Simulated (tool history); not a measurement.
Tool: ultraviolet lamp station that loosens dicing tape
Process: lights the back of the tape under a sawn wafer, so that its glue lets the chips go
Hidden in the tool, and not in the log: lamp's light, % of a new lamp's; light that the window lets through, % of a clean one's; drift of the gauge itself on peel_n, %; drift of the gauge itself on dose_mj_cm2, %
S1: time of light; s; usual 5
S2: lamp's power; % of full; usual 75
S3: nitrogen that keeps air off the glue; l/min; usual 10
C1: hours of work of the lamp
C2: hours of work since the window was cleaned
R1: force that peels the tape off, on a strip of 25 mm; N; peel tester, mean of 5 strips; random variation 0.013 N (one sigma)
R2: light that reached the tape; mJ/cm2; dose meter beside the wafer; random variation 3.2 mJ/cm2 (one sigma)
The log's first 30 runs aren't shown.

Run 31, hour 897.8: usual settings but S1 2 s, S2 62 % of full, S3 7 l/min; C1 1206; C2 276. Result: R1 6.81 N, R2 100 mJ/cm2.
At hour 904.6: window cleaned of glue's vapour.
Run 32, hour 928.1: usual settings but S2 81 % of full, S3 6 l/min; C1 1229; C2 18. Result: R1 1.56 N, R2 381 mJ/cm2.
Run 33, hour 965.2: usual settings but S1 9 s; C1 1258; C2 47. Result: R1 0.297 N, R2 628 mJ/cm2.
Run 34, hour 995.3: usual settings but S1 9 s; C1 1281; C2 71. Result: R1 0.318 N, R2 617 mJ/cm2.
Run 35, hour 1017.9: usual settings but S1 9 s; C1 1299; C2 88. Result: R1 0.335 N, R2 611 mJ/cm2.
Run 36, hour 1050.3: usual settings but S1 9 s; C1 1324; C2 113. Result: R1 0.347 N, R2 596 mJ/cm2.
Run 37, hour 1086.3: usual settings but S1 9 s; C1 1352; C2 141. Result: R1 0.368 N, R2 583 mJ/cm2.
Run 38, hour 1114.2: usual settings but S1 2 s, S3 4 l/min; C1 1374; C2 163. Result: R1 6.385 N, R2 133 mJ/cm2.
Run 39, hour 1135.9: usual settings but S1 9 s, S2 79 % of full; C1 1390; C2 180. Result: R1 0.35 N, R2 608 mJ/cm2.
Run 40, hour 1159.1: usual settings but S1 8 s, S2 63 % of full, S3 6 l/min; C1 1408; C2 198. Result: R1 1.253 N, R2 423 mJ/cm2.

Forecast each of these 4 alternatives for the next run:
Run A, hour 1182.1: usual settings but S1 4 s, S2 62 % of full, S3 6 l/min; C1 1426; C2 216. Result: R1 ?, R2 ?.
Run B, hour 1182.1: usual settings but S1 2 s, S2 80 % of full, S3 6 l/min; C1 1426; C2 216. Result: R1 ?, R2 ?.
Run C, hour 1182.1: usual settings but S1 3 s, S2 67 % of full, S3 4 l/min; C1 1426; C2 216. Result: R1 ?, R2 ?.
Run D, hour 1182.1: usual settings but S1 7 s, S2 63 % of full, S3 6 l/min; C1 1426; C2 216. Result: R1 ?, R2 ?.

run     R1   R2
  A  4.023  203
  B  5.975  133
  C  5.218  167
  D  1.723  359
Without the tool's hidden state the same runs would have given:
run     R1   R2
  A  2.146  322
  B  3.963  210
  C  3.325  264
  D  0.604  570
